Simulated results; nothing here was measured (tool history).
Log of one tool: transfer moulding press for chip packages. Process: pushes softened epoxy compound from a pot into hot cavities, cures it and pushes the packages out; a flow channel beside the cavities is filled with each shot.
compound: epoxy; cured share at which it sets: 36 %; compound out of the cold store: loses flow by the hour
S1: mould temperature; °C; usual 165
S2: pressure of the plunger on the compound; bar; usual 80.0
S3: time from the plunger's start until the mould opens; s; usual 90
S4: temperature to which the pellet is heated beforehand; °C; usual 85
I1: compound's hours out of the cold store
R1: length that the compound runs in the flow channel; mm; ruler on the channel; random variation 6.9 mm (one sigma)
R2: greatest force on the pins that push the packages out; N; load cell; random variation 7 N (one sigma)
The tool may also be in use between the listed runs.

run 1 hour=0.0 | S1=165 S2=80.0 S3=90 S4=85 | I1=16.3 | R1=795 R2=343
run 2 hour=44.2 | S1=165 S2=70.6 S3=90 S4=85 | I1=45.8 | R1=702 R2=480
-- hour=54.6 cavities cleaned with cleaning compound and waxed
run 3 hour=80.2 | S1=165 S2=70.6 S3=90 S4=85 | I1=10.0 | R1=756 R2=413
-- hour=109.3 plunger's sealing rings changed
-- hour=123.6 cavities cleaned with cleaning compound and waxed
-- hour=133.7 mould's thermocouples calibrated
run 4 hour=141.4 | S1=165 S2=80.0 S3=90 S4=85 | I1=17.8 | R1=840 R2=351
run 5 hour=182.4 | S1=165 S2=80.0 S3=115 S4=85 | I1=33.4 | R1=799 R2=391
-- hour=193.2 cavities cleaned with cleaning compound and waxed
run 6 hour=231.3 | S1=165 S2=80.0 S3=115 S4=85 | I1=38.6 | R1=783 R2=327
-- hour=257.8 cavities cleaned with cleaning compound and waxed
run 7 hour=276.3 | S1=165 S2=80.0 S3=115 S4=85 | I1=32.3 | R1=793 R2=300
run 8 hour=307.8 | S1=165 S2=98.7 S3=90 S4=85 | I1=45.0 | R1=846 R2=448
-- hour=324.9 cavities cleaned with cleaning compound and waxed
run 9 hour=348.4 | S1=165 S2=98.7 S3=90 S4=85 | I1=22.2 | R1=892 R2=400
run 10 hour=381.3 | S1=165 S2=87.4 S3=90 S4=85 | I1=13.2 | R1=829 R2=482
-- hour=390.7 cavities cleaned with cleaning compound and waxed
run 11 hour=416.3 | S1=165 S2=87.4 S3=90 S4=85 | I1=20.6 | R1=817 R2=392
-- hour=440.8 plunger's sealing rings changed
-- hour=459.4 cavities cleaned with cleaning compound and waxed
run 12 hour=475.3 | S1=165 S2=80.0 S3=90 S4=85 | I1=25.3 | R1=818 R2=361
-- hour=525.4 cavities cleaned with cleaning compound and waxed
run 13 hour=533.6 | S1=165 S2=80.0 S3=90 S4=85 | I1=20.2 | R1=818 R2=332
run 14 hour=573.2 | S1=165 S2=80.0 S3=90 S4=85 | I1=47.8 | R1=783 R2=451
-- hour=591.1 cavities cleaned with cleaning compound and waxed
run 15 hour=624.8 | S1=165 S2=80.0 S3=90 S4=85 | I1=24.4 | R1=807 R2=444
-- hour=656.2 cavities cleaned with cleaning compound and waxed
run 16 hour=663.2 | S1=165 S2=95.0 S3=90 S4=82 | I1=12.7 | R1=894 R2=353
run 17 hour=713.5 | S1=165 S2=95.0 S3=90 S4=82 | I1=11.6 | R1=869 R2=500
-- hour=719.6 cavities cleaned with cleaning compound and waxed
run 18 hour=741.2 | S1=165 S2=67.1 S3=95 S4=85 | I1=23.1 | R1=719 R2=348
-- hour=767.2 plunger's sealing rings changed
-- hour=788.5 cavities cleaned with cleaning compound and waxed
run 19 hour=791.3 | S1=165 S2=61.2 S3=95 S4=82 | I1=11.4 | R1=756 R2=310
-- hour=799.8 mould's thermocouples calibrated
run 20 hour=823.9 | S1=168 S2=80.8 S3=79 S4=90 | I1=38.3 | R1=805 R2=424
-- hour=854.4 cavities cleaned with cleaning compound and waxed
run 21 hour=871.2 | S1=168 S2=80.8 S3=79 S4=90 | I1=43.0 | R1=785 R2=373
run 22 hour=910.4 | S1=168 S2=80.8 S3=79 S4=90 | I1=27.9 | R1=789 R2=478
-- hour=920.3 cavities cleaned with cleaning compound and waxed
run 23 hour=959.7 | S1=165 S2=94.5 S3=104 S4=90 | I1=43.4 | R1=842 R2=357
-- hour=983.4 cavities cleaned with cleaning compound and waxed
run 24 hour=1009.3 | S1=173 S2=84.9 S3=90 S4=88 | I1=14.2 | R1=808 R2=311
run 25 hour=1042.4 | S1=157 S2=80.2 S3=90 S4=85 | I1=19.6 | R1=819 R2=933
-- hour=1048.4 cavities cleaned with cleaning compound and waxed
run 26 hour=1069.7 | S1=163 S2=82.2 S3=105 S4=93 | I1=43.5 | R1=770 R2=336
-- hour=1096.2 plunger's sealing rings changed
-- hour=1114.0 cavities cleaned with cleaning compound and waxed
run 27 hour=1114.0 | S1=160 S2=80.0 S3=92 S4=85 | I1=13.2 | R1=878 R2=410
run 28 hour=1170.5 | S1=166 S2=80.0 S3=92 S4=85 | I1=25.0 | R1=816 R2=450

3 ways to go on from here, each from the tool as it stands after run 28. What would each give?
-- hour=1178.7 cavities cleaned with cleaning compound and waxed
run A hour=1217.6 | S1=164 S2=80.0 S3=109 S4=79 | I1=11.1 | R1=? R2=?
-- hour=1178.7 cavities cleaned with cleaning compound and waxed
run B hour=1217.6 | S1=165 S2=60.9 S3=110 S4=85 | I1=31.5 | R1=? R2=?
-- hour=1178.7 cavities cleaned with cleaning compound and waxed
run C hour=1217.6 | S1=165 S2=80.0 S3=74 S4=85 | I1=20.3 | R1=? R2=?

run=A R1=847 R2=365
run=B R1=700 R2=337
run=C R1=821 R2=695
Without the tool's hidden state the same runs would have given:
run=A R1=869 R2=243
run=B R1=718 R2=224
run=C R1=842 R2=442
